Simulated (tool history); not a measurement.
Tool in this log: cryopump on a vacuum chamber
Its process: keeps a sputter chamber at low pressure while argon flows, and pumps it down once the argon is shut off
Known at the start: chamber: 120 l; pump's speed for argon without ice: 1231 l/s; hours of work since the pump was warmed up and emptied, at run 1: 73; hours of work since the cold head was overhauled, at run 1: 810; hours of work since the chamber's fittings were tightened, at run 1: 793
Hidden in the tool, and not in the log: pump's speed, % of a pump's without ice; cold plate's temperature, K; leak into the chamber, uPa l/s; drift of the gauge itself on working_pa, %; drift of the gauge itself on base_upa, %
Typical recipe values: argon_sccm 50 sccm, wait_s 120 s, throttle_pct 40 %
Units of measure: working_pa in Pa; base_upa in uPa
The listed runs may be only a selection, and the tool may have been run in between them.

| run | hour | argon_sccm | wait_s | throttle_pct | hours of work since the pump was warmed up and emptied | hours of work since the cold head was overhauled | hours of work since the chamber's fittings were tightened | working_pa | base_upa |
|---|---|---|---|---|---|---|---|---|---|
| 1 | 0 | 50 | 120 | 40 | 73 | 810 | 793 | 0.1767 | 1.18 |
| 2 | 13.9 | 50 | 21 | 40 | 82 | 819 | 802 | 0.1767 | 3.91 |
| 3 | 29.5 | 50 | 120 | 40 | 92 | 829 | 812 | 0.1781 | 1.19 |
| 4 | 49.2 | 50 | 120 | 40 | 105 | 842 | 825 | 0.1793 | 1.19 |
| 5 | 78.1 | 50 | 120 | 40 | 124 | 862 | 845 | 0.18 | 1.2 |
| 6 | 90.9 | 50 | 51 | 40 | 133 | 870 | 853 | 0.1802 | 1.99 |
| 7 | 120.3 | 50 | 51 | 40 | 153 | 890 | 873 | 0.181 | 2.08 |
| 8 | 134.4 | 50 | 51 | 40 | 162 | 899 | 882 | 0.1809 | 1.99 |
| 9 | 166.3 | 25 | 120 | 40 | 183 | 920 | 903 | 0.0922 | 1.24 |
| 10 | 189.9 | 30 | 120 | 40 | 199 | 936 | 919 | 0.1114 | 1.32 |
| 11 | 214.8 | 30 | 120 | 40 | 215 | 952 | 935 | 0.1105 | 1.36 |
| 12 | 240.9 | 30 | 120 | 40 | 233 | 970 | 953 | 0.1113 | 1.31 |
| 13 | 255.4 | 50 | 120 | 25 | 242 | 979 | 962 | 0.2883 | 1.34 |
| 14 | 277.9 | 50 | 120 | 30 | 257 | 994 | 977 | 0.2449 | 1.35 |
| 15 | 297.9 | 50 | 120 | 30 | 270 | 1007 | 990 | 0.2454 | 1.39 |
| 16 | 321.7 | 50 | 120 | 40 | 286 | 1023 | 1006 | 0.1884 | 1.43 |
| 17 | 347.2 | 50 | 139 | 41 | 303 | 1040 | 1023 | 0.1868 | 1.34 |
| 18 | 362 | 58 | 120 | 42 | 313 | 1050 | 1033 | 0.2134 | 1.41 |
| 19 | 385 | 58 | 76 | 42 | 328 | 1065 | 1048 | 0.2134 | 1.76 |
| 20 | 405.3 | 50 | 120 | 58 | 342 | 1079 | 1062 | 0.1408 | 1.47 |
|  | 439.7 | pump warmed up, emptied and cooled again |
| 21 | 441 | 50 | 162 | 40 | 1 | 1099 | 1082 | 0.1724 | 1.14 |
| 22 | 460.2 | 50 | 162 | 40 | 14 | 1112 | 1095 | 0.1717 | 1.1 |
| 23 | 474.2 | 50 | 162 | 40 | 23 | 1121 | 1104 | 0.1737 | 1.11 |
| 24 | 503.7 | 50 | 26 | 34 | 43 | 1141 | 1124 | 0.2045 | 3.44 |
| 25 | 521.6 | 50 | 120 | 35 | 54 | 1153 | 1136 | 0.1993 | 1.32 |
| 26 | 545.6 | 50 | 120 | 35 | 70 | 1169 | 1152 | 0.1997 | 1.37 |
| 27 | 566.7 | 28 | 84 | 54 | 84 | 1183 | 1166 | 0.0746 | 1.61 |
| 28 | 585.8 | 63 | 120 | 40 | 97 | 1195 | 1178 | 0.2232 | 1.39 |
| 29 | 602.8 | 63 | 58 | 30 | 108 | 1207 | 1190 | 0.2962 | 1.96 |
| 30 | 633.3 | 26 | 21 | 30 | 129 | 1227 | 1210 | 0.1237 | 4.13 |
| 31 | 653.3 | 78 | 171 | 16 | 142 | 1240 | 1223 | 0.6817 | 1.25 |

Branching from run 31: 3 alternative next runs. What would each branch give?
| A | 678 | 88 | 93 | 22 | 158 | 1257 | 1240 | ? | ? |
| B | 678 | 30 | 171 | 43 | 158 | 1257 | 1240 | ? | ? |
| C | 678 | 78 | 236 | 16 | 158 | 1257 | 1240 | ? | ? |

| run | working_pa | base_upa |
|---|---|---|
| A | 0.5619 | 1.58 |
| B | 0.1013 | 1.21 |
| C | 0.6882 | 1.2 |
Without the tool's unlogged condition, the same runs would have read:
| run | working_pa | base_upa |
|---|---|---|
| A | 0.5453 | 0.98 |
| B | 0.0956 | 0.62 |
| C | 0.6733 | 0.58 |
